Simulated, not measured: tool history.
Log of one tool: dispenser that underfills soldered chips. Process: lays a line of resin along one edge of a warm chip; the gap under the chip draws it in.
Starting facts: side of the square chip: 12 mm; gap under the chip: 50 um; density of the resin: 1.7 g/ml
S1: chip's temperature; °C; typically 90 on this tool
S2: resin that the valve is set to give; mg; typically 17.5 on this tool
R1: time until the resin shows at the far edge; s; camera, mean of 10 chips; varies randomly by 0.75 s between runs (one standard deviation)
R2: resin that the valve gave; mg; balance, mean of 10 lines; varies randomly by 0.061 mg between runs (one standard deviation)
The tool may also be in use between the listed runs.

| run | hour | S1 | S2 | R1 | R2 |
|---|---|---|---|---|---|
| 1 | 0.0 | 90 | 17.5 | 91.0 | 16.96 |
| 2 | 3.7 | 90 | 17.5 | 102.9 | 17.08 |
| 3 | 9.6 | 90 | 17.5 | 80.8 | 16.98 |
| 4 | 12.6 | 90 | 17.5 | 90.5 | 17.11 |
| 5 | 18.1 | 100 | 17.5 | 51.0 | 16.97 |
| 6 | 20.7 | 100 | 16.1 | 59.3 | 15.59 |
| 7 | 25.7 | 90 | 19.5 | 92.5 | 18.95 |
| 8 | 31.4 | 90 | 19.5 | 71.7 | 18.94 |
| 9 | 34.9 | 90 | 15.6 | 88.3 | 15.13 |
| 10 | 39.9 | 90 | 15.6 | 109.0 | 15.12 |
| 11 | 44.8 | 90 | 15.6 | 80.1 | 15.10 |
| 12 | 49.2 | 90 | 15.6 | 95.8 | 15.05 |
| 13 | 54.1 | 90 | 15.6 | 70.9 | 14.91 |
| 14 | 56.7 | 90 | 15.6 | 78.8 | 14.91 |
| 15 | 59.3 | 90 | 15.6 | 92.0 | 14.96 |
| 16 | 62.7 | 90 | 15.6 | 104.4 | 15.02 |
| 17 | 66.9 | 90 | 15.6 | 75.1 | 14.93 |
| 18 | 72.0 | 94 | 15.6 | 80.8 | 14.98 |
| 19 | 77.4 | 94 | 15.6 | 62.1 | 14.83 |
| 20 | 82.1 | 90 | 15.6 | 84.0 | 14.86 |
| 21 | 84.9 | 87 | 16.7 | 101.4 | 16.05 |
| 22 | 89.2 | 87 | 16.7 | 75.0 | 15.92 |
| 23 | 92.2 | 94 | 19.9 | 66.4 | 19.00 |
| 24 | 95.6 | 101 | 19.6 | 61.9 | 18.54 |
| 25 | 98.5 | 101 | 19.6 | 71.6 | 18.66 |
| 26 | 104.4 | 81 | 17.7 | 102.1 | 16.75 |
| 27 | 110.2 | 81 | 17.7 | 129.6 | 16.79 |
| 28 | 114.0 | 102 | 21.6 | 46.7 | 20.35 |
| 29 | 118.1 | 76 | 18.3 | 127.8 | 17.24 |
| 30 | 123.5 | 99 | 18.6 | 78.1 | 17.52 |
| 31 | 129.7 | 78 | 19.6 | 116.0 | 18.45 |
| 32 | 133.3 | 78 | 16.9 | 139.0 | 15.94 |
| 33 | 136.3 | 95 | 16.3 | 94.6 | 15.38 |
| 34 | 141.1 | 95 | 16.3 | 68.3 | 15.29 |
| 35 | 146.9 | 95 | 16.3 | 83.8 | 15.22 |

Taken out of this log: 12 entries between the listed runs. Where each belongs, and how the hidden state differs across it:
In the gap between runs 2 and 3: new syringe of resin (hour 5.7)
  resin's viscosity, % of fresh resin's: 151.5 -> 117.8; dose that the valve gives, % of what is set: 97.66 -> 97.49; true chip temperature over the reading, C: 0.53 -> 0.56
  the result without the hidden state subtracted from the measured one, R1: +34.1 -> +11.3 s; R2: -0.41 -> -0.44 mg
In the gap between runs 4 and 5: new syringe of resin (hour 17.5)
  resin's viscosity, % of fresh resin's: 133.3 -> 101.9; dose that the valve gives, % of what is set: 97.4 -> 97.25; true chip temperature over the reading, C: 0.57 -> 0.59
  the result without the hidden state subtracted from the measured one, R1: +21.9 -> +0.4 s; R2: -0.46 -> -0.48 mg
In the gap between runs 7 and 8: new syringe of resin (hour 29.5)
  resin's viscosity, % of fresh resin's: 139.8 -> 108.2; dose that the valve gives, % of what is set: 97.02 -> 96.87; true chip temperature over the reading, C: 0.62 -> 0.65
  the result without the hidden state subtracted from the measured one, R1: +25.3 -> +4.4 s; R2: -0.58 -> -0.61 mg
In the gap between runs 10 and 11: new syringe of resin (hour 41.3)
  resin's viscosity, % of fresh resin's: 154.1 -> 113.6; dose that the valve gives, % of what is set: 96.62 -> 96.49; true chip temperature over the reading, C: 0.68 -> 0.7
  the result without the hidden state subtracted from the measured one, R1: +37.5 -> +8.8 s; R2: -0.52 -> -0.55 mg
In the gap between runs 12 and 13: new syringe of resin (hour 53.4)
  resin's viscosity, % of fresh resin's: 136.7 -> 102.2; dose that the valve gives, % of what is set: 96.36 -> 96.23; true chip temperature over the reading, C: 0.72 -> 0.74
  the result without the hidden state subtracted from the measured one, R1: +25.2 -> +0.9 s; R2: -0.57 -> -0.59 mg
In the gap between runs 16 and 17: new syringe of resin (hour 65.4)
  resin's viscosity, % of fresh resin's: 146.2 -> 106.3; dose that the valve gives, % of what is set: 95.98 -> 95.86; true chip temperature over the reading, C: 0.78 -> 0.8
  the result without the hidden state subtracted from the measured one, R1: +32.2 -> +3.7 s; R2: -0.63 -> -0.64 mg
In the gap between runs 18 and 19: new syringe of resin (hour 77.4)
  resin's viscosity, % of fresh resin's: 131.2 -> 98.8; dose that the valve gives, % of what is set: 95.71 -> 95.57; true chip temperature over the reading, C: 0.82 -> 0.84
  the result without the hidden state subtracted from the measured one, R1: +18.7 -> -1.4 s; R2: -0.67 -> -0.69 mg
In the gap between runs 21 and 22: new syringe of resin (hour 89.2)
  resin's viscosity, % of fresh resin's: 135.3 -> 99.6; dose that the valve gives, % of what is set: 95.34 -> 95.23; true chip temperature over the reading, C: 0.87 -> 0.89
  the result without the hidden state subtracted from the measured one, R1: +25.4 -> -1.4 s; R2: -0.79 -> -0.80 mg
In the gap between runs 25 and 26: new syringe of resin (hour 101.0)
  resin's viscosity, % of fresh resin's: 147.2 -> 114.5; dose that the valve gives, % of what is set: 94.95 -> 94.78; true chip temperature over the reading, C: 0.93 -> 0.96
  the result without the hidden state subtracted from the measured one, R1: +21.8 -> +11.3 s; R2: -0.99 -> -0.92 mg
In the gap between runs 27 and 28: new syringe of resin (hour 113.2)
  resin's viscosity, % of fresh resin's: 146 -> 103.7; dose that the valve gives, % of what is set: 94.6 -> 94.51; true chip temperature over the reading, C: 0.98 -> 1
  the result without the hidden state subtracted from the measured one, R1: +39.0 -> +0.6 s; R2: -0.95 -> -1.18 mg
In the gap between runs 30 and 31: new syringe of resin (hour 125.4)
  resin's viscosity, % of fresh resin's: 153.6 -> 120.1; dose that the valve gives, % of what is set: 94.25 -> 94.08; true chip temperature over the reading, C: 1.04 -> 1.07
  the result without the hidden state subtracted from the measured one, R1: +26.3 -> +16.8 s; R2: -1.07 -> -1.16 mg
In the gap between runs 33 and 34: new syringe of resin (hour 137.6)
  resin's viscosity, % of fresh resin's: 157.9 -> 113.7; dose that the valve gives, % of what is set: 93.89 -> 93.76; true chip temperature over the reading, C: 1.1 -> 1.12
  the result without the hidden state subtracted from the measured one, R1: +33.6 -> +7.5 s; R2: -1.00 -> -1.02 mg

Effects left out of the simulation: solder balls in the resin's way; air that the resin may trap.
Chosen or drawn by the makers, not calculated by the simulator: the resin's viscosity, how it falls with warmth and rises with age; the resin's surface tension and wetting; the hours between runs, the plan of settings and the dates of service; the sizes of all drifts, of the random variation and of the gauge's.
